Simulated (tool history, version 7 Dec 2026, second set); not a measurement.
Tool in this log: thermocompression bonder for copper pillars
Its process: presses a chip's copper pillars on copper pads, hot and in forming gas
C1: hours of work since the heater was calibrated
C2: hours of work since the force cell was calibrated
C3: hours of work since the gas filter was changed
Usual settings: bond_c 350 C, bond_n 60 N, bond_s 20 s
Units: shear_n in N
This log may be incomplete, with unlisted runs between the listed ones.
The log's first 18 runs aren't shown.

Run 19, hour 136.9: usual settings; C1 168; C2 264; C3 119. Result: shear_n 101.0 N.
Run 20, hour 142.8: usual settings but bond_n 65 N; C1 173; C2 268; C3 123. Result: shear_n 102.7 N.
Run 21, hour 151.8: usual settings but bond_n 65 N; C1 180; C2 275; C3 130. Result: shear_n 103.8 N.
Run 22, hour 158.7: usual settings but bond_c 375 C; C1 185; C2 281; C3 136. Result: shear_n 116.3 N.
Run 23, hour 168.5: usual settings but bond_c 340 C; C1 193; C2 288; C3 143. Result: shear_n 91.6 N.
Run 24, hour 177.4: usual settings but bond_c 329 C, bond_s 26 s; C1 200; C2 295; C3 150. Result: shear_n 89.2 N.
Run 25, hour 186.6: usual settings but bond_n 38 N, bond_s 17 s; C1 207; C2 302; C3 157. Result: shear_n 79.3 N.
Run 26, hour 194.8: usual settings but bond_n 38 N, bond_s 17 s; C1 213; C2 308; C3 163. Result: shear_n 79.4 N.
Run 27, hour 201.4: usual settings but bond_c 366 C, bond_n 38 N, bond_s 17 s; C1 218; C2 314; C3 168. Result: shear_n 91.1 N.
Run 28, hour 207.2: usual settings but bond_c 366 C, bond_n 38 N, bond_s 17 s; C1 222; C2 318; C3 173. Result: shear_n 90.1 N.
Run 29, hour 217.8: usual settings but bond_c 366 C, bond_n 38 N, bond_s 17 s; C1 231; C2 326; C3 181. Result: shear_n 90.5 N.
Run 30, hour 224.9: usual settings but bond_c 322 C, bond_n 38 N, bond_s 17 s; C1 236; C2 332; C3 187. Result: shear_n 57.1 N.
Run 31, hour 234.6: usual settings but bond_c 322 C, bond_n 38 N, bond_s 17 s; C1 243; C2 339; C3 194. Result: shear_n 57.5 N.
Run 32, hour 241.7: usual settings but bond_n 79 N, bond_s 44 s; C1 249; C2 344; C3 199. Result: shear_n 120.0 N.
Run 33, hour 252.7: usual settings but bond_c 365 C, bond_n 79 N, bond_s 44 s; C1 257; C2 353; C3 208. Result: shear_n 126.6 N.
Run 34, hour 259.6: usual settings but bond_c 365 C, bond_n 44 N, bond_s 44 s; C1 263; C2 358; C3 213. Result: shear_n 116.3 N.
Run 35, hour 268.0: usual settings but bond_c 331 C, bond_n 73 N; C1 269; C2 365; C3 220. Result: shear_n 91.4 N.
Run 36, hour 276.3: usual settings but bond_c 379 C, bond_n 54 N, bond_s 39 s; C1 276; C2 371; C3 226. Result: shear_n 123.2 N.
Run 37, hour 281.2: usual settings but bond_n 43 N; C1 279; C2 375; C3 230. Result: shear_n 87.5 N.
Run 38, hour 289.1: usual settings but bond_c 375 C, bond_n 54 N, bond_s 48 s; C1 285; C2 381; C3 236. Result: shear_n 125.5 N.
Run 39, hour 296.1: usual settings but bond_n 46 N, bond_s 14 s; C1 291; C2 386; C3 241. Result: shear_n 80.0 N.
Run 40, hour 304.4: usual settings but bond_n 54 N; C1 297; C2 393; C3 248. Result: shear_n 93.8 N.

3 ways to go on from here, each from the tool as it stands after run 40. What would each give?
Run A, hour 314.0: usual settings but bond_c 344 C, bond_s 56 s; C1 305; C2 400; C3 255. Result: shear_n ?.
Run B, hour 314.0: usual settings but bond_n 50 N, bond_s 19 s; C1 305; C2 400; C3 255. Result: shear_n ?.
Run C, hour 314.0: usual settings but bond_c 325 C, bond_n 54 N, bond_s 49 s; C1 305; C2 400; C3 255. Result: shear_n ?.

run  shear_n
  A    117.3
  B     90.0
  C     97.9
With no hidden state in the tool, these same runs would have given:
run  shear_n
  A    122.6
  B     91.5
  C     99.8
